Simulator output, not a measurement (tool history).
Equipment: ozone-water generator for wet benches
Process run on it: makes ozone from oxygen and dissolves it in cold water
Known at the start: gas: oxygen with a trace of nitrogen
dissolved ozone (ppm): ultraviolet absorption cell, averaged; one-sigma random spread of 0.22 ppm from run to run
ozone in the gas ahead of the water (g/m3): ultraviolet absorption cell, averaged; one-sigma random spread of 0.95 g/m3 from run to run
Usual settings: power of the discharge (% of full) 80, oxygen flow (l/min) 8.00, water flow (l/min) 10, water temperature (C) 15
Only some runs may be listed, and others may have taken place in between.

run    hour  power of the discharge (% of full)  oxygen flow (l/min)  water flow (l/min)  water temperature (C)  dissolved ozone (ppm)  ozone in the gas ahead of the water (g/m3)
  1     0.0                                  80                 8.00                  10                     15                   27.6                                       143.6
  2    97.6                                  80                 8.00                  10                     18                   26.0                                       143.8
  3   175.5                                  80                 8.00                  10                     15                   26.8                                       142.5
  4   266.3                                  80                 8.00                  10                     11                   29.5                                       143.5
  5   343.5                                  80                 8.00                   7                     15                   31.8                                       142.5
      428.4  -- contactor cleaned
  6   453.9                                  80                 8.00                  10                      8                   31.9                                       139.4
  7   598.9                                  80                 8.00                  10                      8                   31.7                                       140.8
  8   669.5                                  80                 8.00                  10                      8                   31.9                                       140.7
      703.3  -- water thermometer calibrated
  9   793.9                                  83                 8.00                  10                     15                   27.7                                       142.1
 10   890.8                                  83                 8.00                  10                     15                   28.2                                       141.8
 11  1005.5                                  83                 8.00                  10                     15                   27.4                                       142.9
 12  1127.4                                  83                 8.00                  10                     15                   27.2                                       139.2
 13  1279.8                                  80                 8.00                  10                      8                   30.9                                       136.4
 14  1349.9                                  80                 8.00                  10                      7                   31.4                                       137.5
 15  1473.5                                  80                 8.00                   6                     15                   32.8                                       138.0
 16  1582.5                                  80                 8.00                  10                     15                   25.9                                       135.8
 17  1646.0                                  80                 8.00                  10                     15                   26.3                                       135.3
 18  1725.8                                  69                 8.00                   6                     15                   29.9                                       121.9
 19  1842.4                                  73                11.26                  15                     21                   16.7                                       109.1
 20  1907.5                                  61                 9.03                  11                     21                   18.3                                       108.1
 21  1998.0                                  75                 8.95                   8                     16                   25.8                                       120.2
 22  2086.6                                  92                10.18                   8                      8                   34.3                                       126.5
 23  2157.5                                  80                 8.00                  12                     15                   23.3                                       131.4
 24  2274.1                                  80                 8.00                  12                     15                   23.0                                       130.9
 25  2362.0                                  48                 4.79                  12                     15                   18.4                                       127.4
 26  2494.4                                  57                 8.00                  10                     14                   21.1                                       108.0
 27  2621.1                                  57                 8.00                  10                     14                   21.5                                       108.0
 28  2765.8                                  57                 8.00                  10                     14                   21.2                                       107.7
 29  2898.3                                  43                 8.00                  14                     15                   14.8                                        91.5
 30  3046.3                                  51                 9.26                  10                     15                   18.8                                        93.1
 31  3147.8                                  51                 9.26                  10                     15                   18.6                                        93.6
 32  3225.6                                  51                 9.26                  10                     15                   18.5                                        93.5
 33  3329.2                                  66                 7.77                  10                     15                   21.7                                       114.8

A few steps of dissolved ozone (ppm) between consecutive runs. Split each: what settings, incoming material and random variation would produce without the hidden state, and what is left over for the hidden state, along with gauge scatter present in only one of the two compared results (measured, and without hidden state):
The hidden state here: yield of the discharge, % of new electrodes'; contactor's efficiency, % of a clean one's; true water temperature over the reading, C; drift of the gauge itself on ozone_ppm, %; drift of the gauge itself on gas_g_m3, %.
Run 18 -> 19: power of the discharge (% of full) 69 -> 73, oxygen flow (l/min) 8.00 -> 11.26, water flow (l/min) 6 -> 15, water temperature (C) 15 -> 21. dissolved ozone (ppm) -13.2: hidden state +2.4, all else -15.6.
Run 21 -> 22: power of the discharge (% of full) 75 -> 92, oxygen flow (l/min) 8.95 -> 10.18, water temperature (C) 16 -> 8. dissolved ozone (ppm) +8.5: hidden state -3.2, all else +11.7.
Run 22 -> 23: power of the discharge (% of full) 92 -> 80, oxygen flow (l/min) 10.18 -> 8.00, water flow (l/min) 8 -> 12, water temperature (C) 8 -> 15. dissolved ozone (ppm) -11.0: hidden state +3.3, all else -14.3.
Run 24 -> 25: power of the discharge (% of full) 80 -> 48, oxygen flow (l/min) 8.00 -> 4.79. dissolved ozone (ppm) -4.6: hidden state +2.6, all else -7.2.

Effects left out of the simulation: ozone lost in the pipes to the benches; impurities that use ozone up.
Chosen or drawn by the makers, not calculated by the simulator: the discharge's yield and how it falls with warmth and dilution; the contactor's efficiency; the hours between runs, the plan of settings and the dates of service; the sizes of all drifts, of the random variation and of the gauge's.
